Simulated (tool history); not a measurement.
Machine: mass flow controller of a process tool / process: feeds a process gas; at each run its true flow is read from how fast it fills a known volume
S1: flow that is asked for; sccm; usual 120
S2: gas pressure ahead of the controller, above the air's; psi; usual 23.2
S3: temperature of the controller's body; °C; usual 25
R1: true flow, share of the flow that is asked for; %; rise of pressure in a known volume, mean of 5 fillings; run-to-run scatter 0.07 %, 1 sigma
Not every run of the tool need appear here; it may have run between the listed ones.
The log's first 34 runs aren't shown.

{"run": 35, "hour": 1910.4, "S1": 21, "S2": 30.6, "S3": 25, "R1": 102.54}
{"run": 36, "hour": 1984.7, "S1": 26, "S2": 33.9, "S3": 25, "R1": 102.39}
{"run": 37, "hour": 2018.0, "S1": 191, "S2": 25.2, "S3": 29, "R1": 101.18}
{"run": 38, "hour": 2079.5, "S1": 60, "S2": 20.6, "S3": 21, "R1": 100.14}
{"run": 39, "hour": 2150.5, "S1": 60, "S2": 20.6, "S3": 21, "R1": 100.35}
{"run": 40, "hour": 2204.7, "S1": 120, "S2": 23.4, "S3": 38, "R1": 102.06}
{"run": 41, "hour": 2255.3, "S1": 23, "S2": 34.8, "S3": 22, "R1": 102.5}
{"run": 42, "hour": 2317.4, "S1": 23, "S2": 34.8, "S3": 36, "R1": 104.08}
{"run": 43, "hour": 2372.9, "S1": 120, "S2": 34.2, "S3": 27, "R1": 101.36}

Each row is a separate what-if for the run after 43, all from the same tool condition, not one after another. Results?
{"run": "A", "hour": 2434.4, "S1": 194, "S2": 34.1, "S3": 25, "R1": "?"}
{"run": "B", "hour": 2434.4, "S1": 120, "S2": 34.2, "S3": 29, "R1": "?"}
{"run": "C", "hour": 2434.4, "S1": 72, "S2": 22.2, "S3": 33, "R1": "?"}
{"run": "D", "hour": 2434.4, "S1": 120, "S2": 39, "S3": 33, "R1": "?"}

run=A R1=101.26
run=B R1=101.47
run=C R1=101.62
run=D R1=102.17
With the hidden condition removed and each run's random variation left untouched, the same runs would have given:
run=A R1=100.19
run=B R1=100.21
run=C R1=99.99
run=D R1=100.9
